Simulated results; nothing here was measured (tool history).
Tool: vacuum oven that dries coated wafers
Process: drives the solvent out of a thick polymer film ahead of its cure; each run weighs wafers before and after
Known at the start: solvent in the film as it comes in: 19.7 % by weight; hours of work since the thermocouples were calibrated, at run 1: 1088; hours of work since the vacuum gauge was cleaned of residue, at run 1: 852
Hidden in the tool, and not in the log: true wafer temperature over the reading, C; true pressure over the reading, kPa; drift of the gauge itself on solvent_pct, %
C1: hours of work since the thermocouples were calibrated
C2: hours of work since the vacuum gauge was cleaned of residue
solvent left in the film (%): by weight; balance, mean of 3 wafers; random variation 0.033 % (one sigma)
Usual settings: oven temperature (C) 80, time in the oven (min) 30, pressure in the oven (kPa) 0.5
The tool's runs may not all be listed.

Run 1, hour 0: usual settings; C1 1088; C2 852. Result: solvent left in the film (%) 2.1.
Run 2, hour 32.3: usual settings; C1 1108; C2 872. Result: solvent left in the film (%) 2.03.
Run 3, hour 82.5: usual settings; C1 1139; C2 903. Result: solvent left in the film (%) 2.05.
Run 4, hour 139.9: usual settings; C1 1175; C2 939. Result: solvent left in the film (%) 2.1.
Run 5, hour 176: usual settings; C1 1198; C2 962. Result: solvent left in the film (%) 2.11.
Run 6, hour 225.3: usual settings but oven temperature (C) 72; C1 1229; C2 993. Result: solvent left in the film (%) 4.4.
Run 7, hour 273.8: usual settings but oven temperature (C) 72; C1 1259; C2 1023. Result: solvent left in the film (%) 4.4.
Run 8, hour 319.6: usual settings but oven temperature (C) 72, pressure in the oven (kPa) 0.28; C1 1288; C2 1052. Result: solvent left in the film (%) 3.89.
Run 9, hour 361.8: usual settings but oven temperature (C) 94, pressure in the oven (kPa) 1.434; C1 1314; C2 1078. Result: solvent left in the film (%) 1.52.
Run 10, hour 399.9: usual settings but oven temperature (C) 72, time in the oven (min) 16, pressure in the oven (kPa) 0.793; C1 1338; C2 1102. Result: solvent left in the film (%) 8.06.
Run 11, hour 435.8: usual settings but pressure in the oven (kPa) 0.579; C1 1361; C2 1125. Result: solvent left in the film (%) 2.15.
Run 12, hour 504.2: usual settings but pressure in the oven (kPa) 0.579; C1 1404; C2 1168. Result: solvent left in the film (%) 2.14.
Run 13, hour 535.9: usual settings but pressure in the oven (kPa) 0.939; C1 1423; C2 1187. Result: solvent left in the film (%) 2.65.
Run 14, hour 574: usual settings but pressure in the oven (kPa) 0.939; C1 1447; C2 1211. Result: solvent left in the film (%) 2.74.

Forecast each of these 5 alternatives for the next run:
Run A, hour 634.8: usual settings but pressure in the oven (kPa) 0.891; C1 1485; C2 1249. Result: solvent left in the film (%) ?.
Run B, hour 634.8: usual settings but oven temperature (C) 89, pressure in the oven (kPa) 0.759; C1 1485; C2 1249. Result: solvent left in the film (%) ?.
Run C, hour 634.8: usual settings but oven temperature (C) 92, time in the oven (min) 36, pressure in the oven (kPa) 0.939; C1 1485; C2 1249. Result: solvent left in the film (%) ?.
Run D, hour 634.8: usual settings but oven temperature (C) 86, time in the oven (min) 25, pressure in the oven (kPa) 0.751; C1 1485; C2 1249. Result: solvent left in the film (%) ?.
Run E, hour 634.8: usual settings but oven temperature (C) 69, pressure in the oven (kPa) 0.939; C1 1485; C2 1249. Result: solvent left in the film (%) ?.

run  solvent left in the film (%)
  A                          2.66
  B                          1.15
  C                          1.09
  D                          1.71
  E                           6.3
Without the tool's hidden state the same runs would have given:
run  solvent left in the film (%)
  A                           3.1
  B                           1.2
  C                          1.06
  D                             2
  E                          7.14

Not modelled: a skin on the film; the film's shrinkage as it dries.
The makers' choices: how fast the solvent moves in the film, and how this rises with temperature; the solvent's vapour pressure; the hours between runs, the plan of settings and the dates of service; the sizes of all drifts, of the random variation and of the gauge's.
